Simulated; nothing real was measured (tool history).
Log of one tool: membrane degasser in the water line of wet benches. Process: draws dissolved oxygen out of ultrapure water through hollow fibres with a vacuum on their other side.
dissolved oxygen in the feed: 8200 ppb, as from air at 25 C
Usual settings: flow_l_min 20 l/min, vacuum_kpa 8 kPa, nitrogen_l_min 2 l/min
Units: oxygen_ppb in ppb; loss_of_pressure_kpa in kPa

run 1 day=0 | flow_l_min=20 vacuum_kpa=8 nitrogen_l_min=2 | oxygen_ppb=121.8 loss_of_pressure_kpa=45.99
run 2 day=10.562 | flow_l_min=20 vacuum_kpa=8 nitrogen_l_min=2 | oxygen_ppb=126.3 loss_of_pressure_kpa=46.02
run 3 day=22.571 | flow_l_min=20 vacuum_kpa=8 nitrogen_l_min=2 | oxygen_ppb=122.5 loss_of_pressure_kpa=45.77
run 4 day=31.517 | flow_l_min=20 vacuum_kpa=9.62 nitrogen_l_min=2 | oxygen_ppb=158.8 loss_of_pressure_kpa=45.99
-- day=33.408 vacuum gauge calibrated
run 5 day=39.383 | flow_l_min=20 vacuum_kpa=8 nitrogen_l_min=2 | oxygen_ppb=125.1 loss_of_pressure_kpa=45.89
run 6 day=46.379 | flow_l_min=20 vacuum_kpa=8 nitrogen_l_min=2 | oxygen_ppb=125.7 loss_of_pressure_kpa=45.55
run 7 day=57.067 | flow_l_min=20 vacuum_kpa=8 nitrogen_l_min=2 | oxygen_ppb=124.9 loss_of_pressure_kpa=46.26
-- day=65.492 seals of the vacuum lines changed
run 8 day=67.717 | flow_l_min=20 vacuum_kpa=8 nitrogen_l_min=2 | oxygen_ppb=125.4 loss_of_pressure_kpa=45.57
run 9 day=78.642 | flow_l_min=20 vacuum_kpa=16.79 nitrogen_l_min=2 | oxygen_ppb=324.2 loss_of_pressure_kpa=45.81
run 10 day=85.446 | flow_l_min=20 vacuum_kpa=8 nitrogen_l_min=2 | oxygen_ppb=123.8 loss_of_pressure_kpa=45.62
run 11 day=95.417 | flow_l_min=20 vacuum_kpa=8 nitrogen_l_min=2 | oxygen_ppb=125.5 loss_of_pressure_kpa=45.3
run 12 day=105.329 | flow_l_min=12 vacuum_kpa=8 nitrogen_l_min=2 | oxygen_ppb=71 loss_of_pressure_kpa=27.27
run 13 day=111.604 | flow_l_min=20 vacuum_kpa=8 nitrogen_l_min=2 | oxygen_ppb=124.8 loss_of_pressure_kpa=45.6
run 14 day=120.496 | flow_l_min=20 vacuum_kpa=15.93 nitrogen_l_min=2 | oxygen_ppb=295.8 loss_of_pressure_kpa=45.49
run 15 day=127.621 | flow_l_min=13 vacuum_kpa=8 nitrogen_l_min=0.93 | oxygen_ppb=154 loss_of_pressure_kpa=29.57
run 16 day=133.117 | flow_l_min=13 vacuum_kpa=8 nitrogen_l_min=0.93 | oxygen_ppb=153.7 loss_of_pressure_kpa=29.31
run 17 day=142.975 | flow_l_min=20 vacuum_kpa=5.46 nitrogen_l_min=0.93 | oxygen_ppb=118 loss_of_pressure_kpa=44.97
run 18 day=147.988 | flow_l_min=20 vacuum_kpa=5.46 nitrogen_l_min=0.93 | oxygen_ppb=120.1 loss_of_pressure_kpa=45.39
run 19 day=153.092 | flow_l_min=20 vacuum_kpa=13.75 nitrogen_l_min=5.13 | oxygen_ppb=112.5 loss_of_pressure_kpa=45.23
run 20 day=158.538 | flow_l_min=16 vacuum_kpa=13.75 nitrogen_l_min=4.02 | oxygen_ppb=106.9 loss_of_pressure_kpa=36.09
run 21 day=166.567 | flow_l_min=24 vacuum_kpa=13.02 nitrogen_l_min=2 | oxygen_ppb=293.4 loss_of_pressure_kpa=54.23
run 22 day=176.371 | flow_l_min=24 vacuum_kpa=13.02 nitrogen_l_min=2 | oxygen_ppb=288.6 loss_of_pressure_kpa=54.35
run 23 day=181.625 | flow_l_min=20 vacuum_kpa=8 nitrogen_l_min=3.02 | oxygen_ppb=89 loss_of_pressure_kpa=44.96
run 24 day=190.575 | flow_l_min=20 vacuum_kpa=8 nitrogen_l_min=2.12 | oxygen_ppb=119.2 loss_of_pressure_kpa=45.03
-- day=197.696 gauge calibrated
run 25 day=199.45 | flow_l_min=20 vacuum_kpa=14.52 nitrogen_l_min=2 | oxygen_ppb=271.2 loss_of_pressure_kpa=46.47
run 26 day=210.588 | flow_l_min=19 vacuum_kpa=8.45 nitrogen_l_min=3.82 | oxygen_ppb=72.6 loss_of_pressure_kpa=43.86
run 27 day=218.179 | flow_l_min=23 vacuum_kpa=7.02 nitrogen_l_min=4.92 | oxygen_ppb=63.9 loss_of_pressure_kpa=52.91

Forecast each of these 5 alternatives for the next run:
run A day=227.392 | flow_l_min=20 vacuum_kpa=11.31 nitrogen_l_min=2.15 | oxygen_ppb=? loss_of_pressure_kpa=?
run B day=227.392 | flow_l_min=16 vacuum_kpa=7.02 nitrogen_l_min=1.07 | oxygen_ppb=? loss_of_pressure_kpa=?
run C day=227.392 | flow_l_min=32 vacuum_kpa=7.02 nitrogen_l_min=0.92 | oxygen_ppb=? loss_of_pressure_kpa=?
run D day=227.392 | flow_l_min=26 vacuum_kpa=17.39 nitrogen_l_min=3.59 | oxygen_ppb=? loss_of_pressure_kpa=?
run E day=227.392 | flow_l_min=23 vacuum_kpa=8 nitrogen_l_min=4.4 | oxygen_ppb=? loss_of_pressure_kpa=?

run=A oxygen_ppb=187.8 loss_of_pressure_kpa=45.71
run=B oxygen_ppb=134 loss_of_pressure_kpa=36.98
run=C oxygen_ppb=320.1 loss_of_pressure_kpa=74.15
run=D oxygen_ppb=268.7 loss_of_pressure_kpa=59.82
run=E oxygen_ppb=82.3 loss_of_pressure_kpa=52.98
Without the tool's hidden state the same runs would have given:
run=A oxygen_ppb=187.5 loss_of_pressure_kpa=45.84
run=B oxygen_ppb=133.7 loss_of_pressure_kpa=37.08
run=C oxygen_ppb=319.2 loss_of_pressure_kpa=74.36
run=D oxygen_ppb=268.3 loss_of_pressure_kpa=59.98
run=E oxygen_ppb=82.1 loss_of_pressure_kpa=53.13
